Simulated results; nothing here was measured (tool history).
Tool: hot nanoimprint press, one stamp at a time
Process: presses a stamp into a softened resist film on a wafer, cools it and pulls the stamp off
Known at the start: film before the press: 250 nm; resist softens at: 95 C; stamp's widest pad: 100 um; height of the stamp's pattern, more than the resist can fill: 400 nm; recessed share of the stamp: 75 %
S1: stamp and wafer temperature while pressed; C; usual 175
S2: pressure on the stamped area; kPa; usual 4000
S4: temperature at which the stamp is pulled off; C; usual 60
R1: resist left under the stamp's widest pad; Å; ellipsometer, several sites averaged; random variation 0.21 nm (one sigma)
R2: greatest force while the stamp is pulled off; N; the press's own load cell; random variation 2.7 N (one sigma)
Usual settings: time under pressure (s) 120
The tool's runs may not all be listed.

run 1 day=0.000 | S1=175 S2=4000 time_under_pressure_(s)=120 S4=60 | R1=947 R2=209
run 2 day=0.312 | S1=175 S2=4000 time_under_pressure_(s)=120 S4=60 | R1=948 R2=214
run 3 day=0.696 | S1=175 S2=4000 time_under_pressure_(s)=120 S4=60 | R1=950 R2=216
-- day=0.971 plate thermocouple calibrated
run 4 day=1.204 | S1=175 S2=4000 time_under_pressure_(s)=120 S4=60 | R1=955 R2=221
run 5 day=1.396 | S1=175 S2=4000 time_under_pressure_(s)=120 S4=62 | R1=954 R2=208
-- day=1.717 plate thermocouple calibrated, once more
run 6 day=1.829 | S1=175 S2=4000 time_under_pressure_(s)=120 S4=62 | R1=929 R2=207
run 7 day=1.988 | S1=175 S2=4000 time_under_pressure_(s)=120 S4=60 | R1=929 R2=219
run 8 day=2.146 | S1=175 S2=4000 time_under_pressure_(s)=120 S4=60 | R1=934 R2=218
run 9 day=2.408 | S1=175 S2=4000 time_under_pressure_(s)=120 S4=60 | R1=925 R2=217
run 10 day=2.783 | S1=175 S2=4000 time_under_pressure_(s)=120 S4=54 | R1=930 R2=247
run 11 day=3.017 | S1=175 S2=3380 time_under_pressure_(s)=120 S4=55 | R1=1016 R2=238
run 12 day=3.221 | S1=183 S2=3060 time_under_pressure_(s)=174 S4=68 | R1=773 R2=182
run 13 day=3.438 | S1=172 S2=2550 time_under_pressure_(s)=202 S4=56 | R1=1047 R2=241
run 14 day=3.696 | S1=186 S2=5970 time_under_pressure_(s)=202 S4=64 | R1=464 R2=205
run 15 day=3.858 | S1=185 S2=5970 time_under_pressure_(s)=65 S4=64 | R1=741 R2=203
run 16 day=4.092 | S1=185 S2=5970 time_under_pressure_(s)=65 S4=64 | R1=744 R2=208
run 17 day=4.283 | S1=175 S2=5030 time_under_pressure_(s)=190 S4=57 | R1=688 R2=234
run 18 day=4.662 | S1=186 S2=5850 time_under_pressure_(s)=130 S4=47 | R1=559 R2=279
run 19 day=4.842 | S1=168 S2=3810 time_under_pressure_(s)=108 S4=62 | R1=1184 R2=220

3 ways to go on from here, each from the tool as it stands after run 19. What would each give?
run A day=5.104 | S1=175 S2=5370 time_under_pressure_(s)=102 S4=60 | R1=? R2=?
run B day=5.104 | S1=168 S2=3910 time_under_pressure_(s)=197 S4=58 | R1=? R2=?
run C day=5.104 | S1=175 S2=4940 time_under_pressure_(s)=70 S4=63 | R1=? R2=?

run=A R1=843 R2=225
run=B R1=944 R2=235
run=C R1=1016 R2=211
Without the tool's hidden state the same runs would have given:
run=A R1=841 R2=210
run=B R1=941 R2=220
run=C R1=1014 R2=197
